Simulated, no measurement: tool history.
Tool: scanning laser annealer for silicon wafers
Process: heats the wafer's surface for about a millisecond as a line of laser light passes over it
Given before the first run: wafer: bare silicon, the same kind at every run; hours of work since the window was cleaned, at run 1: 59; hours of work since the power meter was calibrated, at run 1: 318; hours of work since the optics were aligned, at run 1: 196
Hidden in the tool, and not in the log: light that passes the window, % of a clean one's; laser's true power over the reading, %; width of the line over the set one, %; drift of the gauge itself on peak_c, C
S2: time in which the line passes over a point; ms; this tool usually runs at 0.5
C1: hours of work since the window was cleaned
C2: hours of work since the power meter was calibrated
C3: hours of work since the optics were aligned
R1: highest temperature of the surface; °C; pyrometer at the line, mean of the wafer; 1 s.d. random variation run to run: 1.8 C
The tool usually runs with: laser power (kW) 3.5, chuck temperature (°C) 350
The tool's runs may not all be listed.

run 1 hour=0 | laser_power_(kW)=3.5 S2=0.5 chuck_temperature_(°C)=350 | C1=59 C2=318 C3=196 | R1=1064
run 2 hour=11.6 | laser_power_(kW)=3.5 S2=0.5 chuck_temperature_(°C)=350 | C1=67 C2=326 C3=204 | R1=1063
run 3 hour=23.4 | laser_power_(kW)=3.5 S2=0.5 chuck_temperature_(°C)=328 | C1=75 C2=333 C3=211 | R1=1041
run 4 hour=35.9 | laser_power_(kW)=3.5 S2=0.5 chuck_temperature_(°C)=328 | C1=83 C2=342 C3=220 | R1=1038
run 5 hour=43.5 | laser_power_(kW)=3.5 S2=0.5 chuck_temperature_(°C)=328 | C1=88 C2=347 C3=225 | R1=1039
run 6 hour=49.5 | laser_power_(kW)=3.233 S2=0.5 chuck_temperature_(°C)=328 | C1=92 C2=351 C3=229 | R1=985
run 7 hour=58.8 | laser_power_(kW)=3.5 S2=0.497 chuck_temperature_(°C)=350 | C1=98 C2=357 C3=235 | R1=1062
run 8 hour=71.1 | laser_power_(kW)=3.5 S2=0.497 chuck_temperature_(°C)=350 | C1=107 C2=365 C3=243 | R1=1059
run 9 hour=82.5 | laser_power_(kW)=3.5 S2=0.497 chuck_temperature_(°C)=353 | C1=114 C2=373 C3=251 | R1=1060
run 10 hour=95.7 | laser_power_(kW)=3.158 S2=0.5 chuck_temperature_(°C)=350 | C1=123 C2=382 C3=260 | R1=992
run 11 hour=103 | laser_power_(kW)=3.5 S2=0.5 chuck_temperature_(°C)=329 | C1=128 C2=387 C3=265 | R1=1039
run 12 hour=117.3 | laser_power_(kW)=3.5 S2=0.5 chuck_temperature_(°C)=334 | C1=138 C2=396 C3=274 | R1=1043
run 13 hour=125.5 | laser_power_(kW)=3.434 S2=0.557 chuck_temperature_(°C)=350 | C1=143 C2=402 C3=280 | R1=1086
run 14 hour=139.7 | laser_power_(kW)=3.5 S2=0.368 chuck_temperature_(°C)=350 | C1=153 C2=411 C3=290 | R1=958
run 15 hour=146.3 | laser_power_(kW)=3.578 S2=0.5 chuck_temperature_(°C)=355 | C1=157 C2=416 C3=294 | R1=1082
-- hour=152.4 optics aligned, line set to its width
run 16 hour=158.3 | laser_power_(kW)=3.5 S2=0.5 chuck_temperature_(°C)=363 | C1=162 C2=421 C3=4 | R1=1071
run 17 hour=164.4 | laser_power_(kW)=3.485 S2=0.515 chuck_temperature_(°C)=388 | C1=166 C2=425 C3=8 | R1=1106
run 18 hour=174 | laser_power_(kW)=3.843 S2=0.531 chuck_temperature_(°C)=350 | C1=172 C2=431 C3=14 | R1=1150
run 19 hour=180.3 | laser_power_(kW)=3.843 S2=0.531 chuck_temperature_(°C)=350 | C1=177 C2=435 C3=19 | R1=1152
run 20 hour=186.4 | laser_power_(kW)=3.314 S2=0.614 chuck_temperature_(°C)=350 | C1=181 C2=439 C3=23 | R1=1091
run 21 hour=197 | laser_power_(kW)=3.708 S2=0.5 chuck_temperature_(°C)=365 | C1=188 C2=446 C3=30 | R1=1112
run 22 hour=203.6 | laser_power_(kW)=3.708 S2=0.5 chuck_temperature_(°C)=365 | C1=192 C2=451 C3=34 | R1=1115

Branching from run 22: 4 alternative next runs. What would each branch give?
run A hour=215 | laser_power_(kW)=3.517 S2=0.5 chuck_temperature_(°C)=365 | C1=200 C2=459 C3=42 | R1=?
run B hour=215 | laser_power_(kW)=3.505 S2=0.483 chuck_temperature_(°C)=324 | C1=200 C2=459 C3=42 | R1=?
run C hour=215 | laser_power_(kW)=3.221 S2=0.5 chuck_temperature_(°C)=365 | C1=200 C2=459 C3=42 | R1=?
run D hour=215 | laser_power_(kW)=3.782 S2=0.549 chuck_temperature_(°C)=383 | C1=200 C2=459 C3=42 | R1=?

run=A R1=1073
run=B R1=1020
run=C R1=1016
run=D R1=1180
Without the tool's hidden state the same runs would have given:
run=A R1=1085
run=B R1=1032
run=C R1=1027
run=D R1=1194

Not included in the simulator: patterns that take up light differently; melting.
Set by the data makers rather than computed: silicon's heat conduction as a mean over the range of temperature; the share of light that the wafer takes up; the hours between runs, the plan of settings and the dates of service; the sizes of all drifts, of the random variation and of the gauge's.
